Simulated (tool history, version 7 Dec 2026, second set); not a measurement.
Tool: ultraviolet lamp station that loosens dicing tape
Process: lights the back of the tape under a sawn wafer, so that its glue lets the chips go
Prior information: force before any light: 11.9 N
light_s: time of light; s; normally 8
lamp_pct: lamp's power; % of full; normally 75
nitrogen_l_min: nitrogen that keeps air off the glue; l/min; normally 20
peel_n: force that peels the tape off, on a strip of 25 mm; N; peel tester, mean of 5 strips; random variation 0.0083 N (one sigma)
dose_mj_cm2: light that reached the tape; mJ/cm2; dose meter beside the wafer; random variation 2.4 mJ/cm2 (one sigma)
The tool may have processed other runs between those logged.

Run 1, day 0.000: usual settings. Result: peel_n 1.097 N, dose_mj_cm2 173 mJ/cm2.
Run 2, day 1.775: usual settings. Result: peel_n 1.178 N, dose_mj_cm2 166 mJ/cm2.
Run 3, day 3.092: usual settings. Result: peel_n 1.319 N, dose_mj_cm2 165 mJ/cm2.
Run 4, day 4.246: usual settings but light_s 13 s. Result: peel_n 0.316 N, dose_mj_cm2 272 mJ/cm2.
Run 5, day 5.004: usual settings but light_s 13 s, lamp_pct 83 % of full. Result: peel_n 0.248 N, dose_mj_cm2 294 mJ/cm2.
Run 6, day 6.854: usual settings. Result: peel_n 1.415 N, dose_mj_cm2 159 mJ/cm2.
Run 7, day 8.288: usual settings. Result: peel_n 1.461 N, dose_mj_cm2 149 mJ/cm2.
Run 8, day 10.133: usual settings. Result: peel_n 0.380 N, dose_mj_cm2 259 mJ/cm2.
Run 9, day 11.212: usual settings. Result: peel_n 0.401 N, dose_mj_cm2 248 mJ/cm2.
Run 10, day 12.246: usual settings. Result: peel_n 0.429 N, dose_mj_cm2 249 mJ/cm2.
Run 11, day 13.196: usual settings but nitrogen_l_min 22 l/min. Result: peel_n 0.396 N, dose_mj_cm2 243 mJ/cm2.
Run 12, day 14.225: usual settings. Result: peel_n 0.502 N, dose_mj_cm2 239 mJ/cm2.
Run 13, day 15.667: usual settings. Result: peel_n 0.520 N, dose_mj_cm2 232 mJ/cm2.
Run 14, day 16.892: usual settings. Result: peel_n 0.460 N, dose_mj_cm2 240 mJ/cm2.
Run 15, day 17.650: usual settings. Result: peel_n 0.500 N, dose_mj_cm2 239 mJ/cm2.
Run 16, day 18.858: usual settings. Result: peel_n 0.529 N, dose_mj_cm2 231 mJ/cm2.
Run 17, day 19.758: usual settings. Result: peel_n 0.555 N, dose_mj_cm2 228 mJ/cm2.
Run 18, day 21.421: usual settings. Result: peel_n 0.601 N, dose_mj_cm2 219 mJ/cm2.
Run 19, day 23.117: usual settings. Result: peel_n 0.655 N, dose_mj_cm2 215 mJ/cm2.
Run 20, day 24.325: usual settings. Result: peel_n 0.720 N, dose_mj_cm2 205 mJ/cm2.
Run 21, day 25.812: usual settings. Result: peel_n 0.759 N, dose_mj_cm2 197 mJ/cm2.
Run 22, day 27.479: usual settings but light_s 7 s, lamp_pct 98 % of full. Result: peel_n 0.587 N, dose_mj_cm2 219 mJ/cm2.
Run 23, day 28.821: usual settings but light_s 11 s, lamp_pct 95 % of full. Result: peel_n 0.146 N, dose_mj_cm2 350 mJ/cm2.
Run 24, day 29.662: usual settings but light_s 11 s, lamp_pct 95 % of full. Result: peel_n 0.156 N, dose_mj_cm2 344 mJ/cm2.
Run 25, day 31.458: usual settings but light_s 11 s, lamp_pct 95 % of full. Result: peel_n 0.176 N, dose_mj_cm2 332 mJ/cm2.
Run 26, day 32.983: usual settings but light_s 12 s, lamp_pct 90 % of full, nitrogen_l_min 37 l/min. Result: peel_n 0.095 N, dose_mj_cm2 330 mJ/cm2.
Run 27, day 33.825: usual settings but light_s 12 s, lamp_pct 90 % of full, nitrogen_l_min 37 l/min. Result: peel_n 0.098 N, dose_mj_cm2 320 mJ/cm2.
Run 28, day 35.362: usual settings but light_s 12 s, lamp_pct 90 % of full, nitrogen_l_min 37 l/min. Result: peel_n 0.113 N, dose_mj_cm2 310 mJ/cm2.
Run 29, day 36.242: usual settings but light_s 12 s, lamp_pct 90 % of full, nitrogen_l_min 37 l/min. Result: peel_n 0.129 N, dose_mj_cm2 307 mJ/cm2.
Run 30, day 37.404: usual settings but light_s 5 s, lamp_pct 64 % of full, nitrogen_l_min 21 l/min. Result: peel_n 3.462 N, dose_mj_cm2 89 mJ/cm2.
Run 31, day 38.446: usual settings but light_s 5 s, lamp_pct 64 % of full, nitrogen_l_min 21 l/min. Result: peel_n 3.566 N, dose_mj_cm2 88 mJ/cm2.
Run 32, day 39.912: usual settings but light_s 5 s, lamp_pct 82 % of full, nitrogen_l_min 21 l/min. Result: peel_n 2.712 N, dose_mj_cm2 107 mJ/cm2.
Run 33, day 41.758: usual settings but light_s 5 s, lamp_pct 82 % of full, nitrogen_l_min 21 l/min. Result: peel_n 2.658 N, dose_mj_cm2 103 mJ/cm2.
Run 34, day 42.888: usual settings but nitrogen_l_min 21 l/min. Result: peel_n 1.440 N, dose_mj_cm2 155 mJ/cm2.
Run 35, day 44.125: usual settings but nitrogen_l_min 21 l/min. Result: peel_n 1.489 N, dose_mj_cm2 145 mJ/cm2.
Run 36, day 45.867: usual settings but lamp_pct 78 % of full. Result: peel_n 0.335 N, dose_mj_cm2 268 mJ/cm2.
Run 37, day 46.683: usual settings but nitrogen_l_min 23 l/min. Result: peel_n 0.339 N, dose_mj_cm2 252 mJ/cm2.
Run 38, day 47.821: usual settings but light_s 7 s, nitrogen_l_min 24 l/min. Result: peel_n 0.522 N, dose_mj_cm2 216 mJ/cm2.
Run 39, day 48.854: usual settings but light_s 7 s, lamp_pct 86 % of full, nitrogen_l_min 18 l/min. Result: peel_n 0.509 N, dose_mj_cm2 243 mJ/cm2.
Run 40, day 50.496: usual settings but lamp_pct 71 % of full, nitrogen_l_min 19 l/min. Result: peel_n 0.618 N, dose_mj_cm2 225 mJ/cm2.
Run 41, day 52.092: usual settings but lamp_pct 71 % of full, nitrogen_l_min 19 l/min. Result: peel_n 0.654 N, dose_mj_cm2 216 mJ/cm2.
Run 42, day 53.921: usual settings but light_s 7 s, lamp_pct 71 % of full, nitrogen_l_min 38 l/min. Result: peel_n 0.479 N, dose_mj_cm2 195 mJ/cm2.

Not shown here: 7 entries made in the log between runs. Locate each between two listed runs and compare the hidden state at the listed run before it with the hidden state at the listed run after it:
Between runs 3 and 4: window cleaned of glue's vapour (day 4.029)
  lamp's light, % of a new lamp's: 63.8 -> 62.4; light that the window lets through, % of a clean one's: 94.4 -> 99.4
  measured result minus the result with no hidden state, peel_n: +0.971 -> +0.229 N; dose_mj_cm2: -107 -> -166 mJ/cm2
Between runs 7 and 8: lamp changed (day 9.854)
  lamp's light, % of a new lamp's: 57.5 -> 99; light that the window lets through, % of a clean one's: 97.5 -> 96.7
  measured result minus the result with no hidden state, peel_n: +1.136 -> +0.047 N; dose_mj_cm2: -118 -> -12 mJ/cm2
Between runs 13 and 14: window cleaned of glue's vapour (day 16.467)
  lamp's light, % of a new lamp's: 91.8 -> 90.2; light that the window lets through, % of a clean one's: 94.2 -> 98.8
  measured result minus the result with no hidden state, peel_n: +0.181 -> +0.134 N; dose_mj_cm2: -36 -> -30 mJ/cm2
Between runs 22 and 23: window cleaned of glue's vapour (day 28.817)
  lamp's light, % of a new lamp's: 76.4 -> 74.7; light that the window lets through, % of a clean one's: 94.3 -> 100
  measured result minus the result with no hidden state, peel_n: +0.368 -> +0.068 N; dose_mj_cm2: -85 -> -119 mJ/cm2
Between runs 32 and 33: window cleaned of glue's vapour (day 41.171)
  lamp's light, % of a new lamp's: 60.5 -> 58.3; light that the window lets through, % of a clean one's: 95.2 -> 99.7
  measured result minus the result with no hidden state, peel_n: +1.779 -> +1.725 N; dose_mj_cm2: -78 -> -77 mJ/cm2
Between runs 35 and 36: lamp changed (day 44.379)
  lamp's light, % of a new lamp's: 55.3 -> 97.5; light that the window lets through, % of a clean one's: 98.6 -> 97.8
  measured result minus the result with no hidden state, peel_n: +1.183 -> +0.046 N; dose_mj_cm2: -122 -> -13 mJ/cm2
Between runs 41 and 42: window cleaned of glue's vapour (day 53.583)
  lamp's light, % of a new lamp's: 89.7 -> 87.7; light that the window lets through, % of a clean one's: 95.1 -> 99.8
  measured result minus the result with no hidden state, peel_n: +0.240 -> +0.158 N; dose_mj_cm2: -38 -> -28 mJ/cm2

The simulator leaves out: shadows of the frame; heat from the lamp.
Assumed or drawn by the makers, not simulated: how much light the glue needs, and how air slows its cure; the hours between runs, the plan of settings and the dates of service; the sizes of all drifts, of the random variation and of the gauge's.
